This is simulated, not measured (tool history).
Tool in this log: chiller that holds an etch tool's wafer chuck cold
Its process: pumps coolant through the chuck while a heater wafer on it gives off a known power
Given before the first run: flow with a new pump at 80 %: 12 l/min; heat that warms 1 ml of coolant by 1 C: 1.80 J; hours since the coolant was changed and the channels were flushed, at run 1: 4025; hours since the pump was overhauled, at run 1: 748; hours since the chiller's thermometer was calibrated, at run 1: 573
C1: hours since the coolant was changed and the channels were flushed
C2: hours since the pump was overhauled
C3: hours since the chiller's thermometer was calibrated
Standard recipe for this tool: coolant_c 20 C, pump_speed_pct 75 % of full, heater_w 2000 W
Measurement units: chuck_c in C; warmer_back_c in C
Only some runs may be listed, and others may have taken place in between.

{"run": 1, "day": 0.0, "coolant_c": 20, "pump_speed_pct": 75, "heater_w": 2000, "C1": 4025, "C2": 748, "C3": 573, "chuck_c": 40.1, "warmer_back_c": 5.98}
{"run": 2, "day": 0.662, "coolant_c": 20, "pump_speed_pct": 75, "heater_w": 2000, "C1": 4041, "C2": 764, "C3": 589, "chuck_c": 39.8, "warmer_back_c": 5.97}
{"run": 3, "day": 1.883, "coolant_c": 20, "pump_speed_pct": 75, "heater_w": 2000, "C1": 4070, "C2": 793, "C3": 619, "chuck_c": 40, "warmer_back_c": 5.92}
{"run": 4, "day": 2.646, "coolant_c": 23, "pump_speed_pct": 75, "heater_w": 2000, "C1": 4088, "C2": 812, "C3": 637, "chuck_c": 42.9, "warmer_back_c": 5.9}
{"run": 5, "day": 3.604, "coolant_c": 20, "pump_speed_pct": 75, "heater_w": 2000, "C1": 4111, "C2": 834, "C3": 660, "chuck_c": 40.1, "warmer_back_c": 5.95}
{"run": 6, "day": 4.946, "coolant_c": 20, "pump_speed_pct": 88, "heater_w": 2000, "C1": 4143, "C2": 867, "C3": 692, "chuck_c": 37.7, "warmer_back_c": 5.03}
{"run": 7, "day": 6.388, "coolant_c": 13, "pump_speed_pct": 88, "heater_w": 2000, "C1": 4178, "C2": 901, "C3": 727, "chuck_c": 30.8, "warmer_back_c": 5.01}
{"run": 8, "day": 7.408, "coolant_c": 13, "pump_speed_pct": 88, "heater_w": 2000, "C1": 4203, "C2": 926, "C3": 751, "chuck_c": 30.8, "warmer_back_c": 5.01}
{"run": 9, "day": 8.671, "coolant_c": 13, "pump_speed_pct": 88, "heater_w": 2000, "C1": 4233, "C2": 956, "C3": 781, "chuck_c": 31, "warmer_back_c": 4.95}
{"run": 10, "day": 9.821, "coolant_c": 13, "pump_speed_pct": 88, "heater_w": 2000, "C1": 4260, "C2": 984, "C3": 809, "chuck_c": 30.8, "warmer_back_c": 4.95}
{"run": 11, "day": 10.904, "coolant_c": 13, "pump_speed_pct": 88, "heater_w": 2494, "C1": 4286, "C2": 1010, "C3": 835, "chuck_c": 35.2, "warmer_back_c": 6.2}
{"run": 12, "day": 12.067, "coolant_c": 20, "pump_speed_pct": 75, "heater_w": 2000, "C1": 4314, "C2": 1038, "C3": 863, "chuck_c": 40.2, "warmer_back_c": 6}
{"run": 13, "day": 12.954, "coolant_c": 20, "pump_speed_pct": 75, "heater_w": 2000, "C1": 4336, "C2": 1059, "C3": 884, "chuck_c": 40.1, "warmer_back_c": 5.92}
{"run": 14, "day": 13.892, "coolant_c": 20, "pump_speed_pct": 75, "heater_w": 2000, "C1": 4358, "C2": 1081, "C3": 907, "chuck_c": 40.2, "warmer_back_c": 5.95}
{"run": 15, "day": 15.208, "coolant_c": 20, "pump_speed_pct": 75, "heater_w": 2834, "C1": 4390, "C2": 1113, "C3": 938, "chuck_c": 48.3, "warmer_back_c": 8.47}
{"run": 16, "day": 16.442, "coolant_c": 20, "pump_speed_pct": 75, "heater_w": 2690, "C1": 4419, "C2": 1143, "C3": 968, "chuck_c": 46.9, "warmer_back_c": 8.02}
{"run": 17, "day": 17.229, "coolant_c": 20, "pump_speed_pct": 75, "heater_w": 2690, "C1": 4438, "C2": 1162, "C3": 987, "chuck_c": 47, "warmer_back_c": 8.07}
{"run": 18, "day": 18.675, "coolant_c": 20, "pump_speed_pct": 61, "heater_w": 2000, "C1": 4473, "C2": 1196, "C3": 1022, "chuck_c": 43.4, "warmer_back_c": 7.59}
{"run": 19, "day": 20.108, "coolant_c": 20, "pump_speed_pct": 61, "heater_w": 2000, "C1": 4507, "C2": 1231, "C3": 1056, "chuck_c": 43.1, "warmer_back_c": 7.54}
{"day": 21.45, "done": "coolant changed, channels flushed"}
{"run": 20, "day": 21.808, "coolant_c": 20, "pump_speed_pct": 61, "heater_w": 2000, "C1": 9, "C2": 1265, "C3": 1091, "chuck_c": 43.3, "warmer_back_c": 7.57}
{"run": 21, "day": 22.5, "coolant_c": 14, "pump_speed_pct": 75, "heater_w": 1253, "C1": 25, "C2": 1282, "C3": 1107, "chuck_c": 26.5, "warmer_back_c": 3.78}
{"run": 22, "day": 23.167, "coolant_c": 14, "pump_speed_pct": 67, "heater_w": 2126, "C1": 41, "C2": 1298, "C3": 1123, "chuck_c": 37.1, "warmer_back_c": 7.17}
{"run": 23, "day": 24.012, "coolant_c": 26, "pump_speed_pct": 76, "heater_w": 1864, "C1": 61, "C2": 1318, "C3": 1144, "chuck_c": 44.4, "warmer_back_c": 5.48}
{"run": 24, "day": 25.438, "coolant_c": 26, "pump_speed_pct": 76, "heater_w": 1864, "C1": 96, "C2": 1352, "C3": 1178, "chuck_c": 44.4, "warmer_back_c": 5.52}
{"run": 25, "day": 26.846, "coolant_c": 26, "pump_speed_pct": 76, "heater_w": 1864, "C1": 129, "C2": 1386, "C3": 1212, "chuck_c": 44.6, "warmer_back_c": 5.51}
{"run": 26, "day": 28.196, "coolant_c": 16, "pump_speed_pct": 62, "heater_w": 2656, "C1": 162, "C2": 1419, "C3": 1244, "chuck_c": 46.5, "warmer_back_c": 9.87}
{"run": 27, "day": 29.15, "coolant_c": 20, "pump_speed_pct": 60, "heater_w": 2876, "C1": 185, "C2": 1442, "C3": 1267, "chuck_c": 53.9, "warmer_back_c": 11.11}
{"run": 28, "day": 30.046, "coolant_c": 20, "pump_speed_pct": 60, "heater_w": 2876, "C1": 206, "C2": 1463, "C3": 1288, "chuck_c": 54, "warmer_back_c": 11.05}
{"run": 29, "day": 31.154, "coolant_c": 18, "pump_speed_pct": 62, "heater_w": 1279, "C1": 233, "C2": 1490, "C3": 1315, "chuck_c": 32.6, "warmer_back_c": 4.79}
{"run": 30, "day": 32.483, "coolant_c": 18, "pump_speed_pct": 62, "heater_w": 1279, "C1": 265, "C2": 1522, "C3": 1347, "chuck_c": 32.7, "warmer_back_c": 4.8}
{"run": 31, "day": 33.221, "coolant_c": 16, "pump_speed_pct": 80, "heater_w": 1839, "C1": 282, "C2": 1539, "C3": 1365, "chuck_c": 33.6, "warmer_back_c": 5.08}

How the hidden state differs across the entries between the runs, from the last listed run before each to the first after it:
After run 19, before run 20: coolant changed, channels flushed (day 21.45)
  heat passed by the chuck's channels, % of clean ones': 99.8 -> 100
